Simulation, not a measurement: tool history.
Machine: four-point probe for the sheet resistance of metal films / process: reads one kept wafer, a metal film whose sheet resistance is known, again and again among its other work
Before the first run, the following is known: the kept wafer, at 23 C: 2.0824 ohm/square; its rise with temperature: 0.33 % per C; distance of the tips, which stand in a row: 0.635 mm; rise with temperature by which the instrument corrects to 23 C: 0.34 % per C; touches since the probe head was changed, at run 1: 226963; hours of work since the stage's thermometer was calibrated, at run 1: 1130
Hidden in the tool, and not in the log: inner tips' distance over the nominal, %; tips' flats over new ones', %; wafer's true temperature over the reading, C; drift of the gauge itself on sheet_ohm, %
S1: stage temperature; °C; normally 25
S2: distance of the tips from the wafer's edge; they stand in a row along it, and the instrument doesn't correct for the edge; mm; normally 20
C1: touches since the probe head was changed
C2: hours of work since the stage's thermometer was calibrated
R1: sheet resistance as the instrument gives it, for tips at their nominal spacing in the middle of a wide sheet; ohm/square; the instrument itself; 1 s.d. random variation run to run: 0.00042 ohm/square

run      day  S1  S2      C1    C2        R1
  1    0.000  25  20  226963  1130  2.083908
       3.092  -- new probe head fitted
  2    5.046  25  29    2413  1216  2.082813
       8.475  -- stage's thermometer calibrated
  3   10.246  25  38    8800    31  2.081420
  4   15.858  25  38   15722   128  2.082704
  5   20.692  25  38   21683   211  2.082877
  6   23.692  25  20   25384   263  2.083159
  7   28.933  25  20   31844   353  2.083519
  8   33.450  25  20   37419   431  2.083125
  9   39.046  25  20   44318   528  2.084213
 10   42.646  20  20   48755   590  2.084323
 11   45.558  25  20   52348   640  2.083133
 12   48.312  25  20   55747   688  2.083175
 13   53.812  25  20   62531   783  2.083310
 14   59.275  25   5   69265   877  2.100284
 15   62.017  25   5   72648   925  2.099802
 16   64.296  25   4   75460   964  2.110219
 17   68.446  25  73   80575  1036  2.081853
 18   71.096  24  49   83843  1082  2.082392
 19   76.704  25   6   90762  1178  2.094633
 20   80.158  25   6   95020  1238  2.095434
      82.121  -- stage's thermometer calibrated
 21   85.804  25   8  101956    64  2.089224
 22   90.671  35  14  107961   148  2.082989
 23   95.142  35  14  113474   225  2.082184
 24   98.025  20  20  117027   275  2.084251
 25  100.379  20  20  119929   315  2.084774
 26  102.771  25  11  122879   357  2.086033
 27  106.112  24  69  127005   414  2.082785
 28  111.379  24  69  133497   505  2.083157
 29  116.200  22  18  139442   589  2.084068

Predict each of these 5 candidate next runs independently; none follows another, all start after run 29:
  A  118.792  22  12  142638  633   ?
  B  118.792  31  49  142638  633   ?
  C  118.792  33  32  142638  633   ?
  D  118.792  19   4  142638  633   ?
  E  118.792  28   5  142638  633   ?

run        R1
  A  2.086273
  B  2.080299
  C  2.080898
  D  2.111665
  E  2.099964
The same runs, with their run-to-run variation unchanged, on a tool lacking any hidden condition would have given:
run        R1
  A  2.086076
  B  2.080103
  C  2.080702
  D  2.111466
  E  2.099766
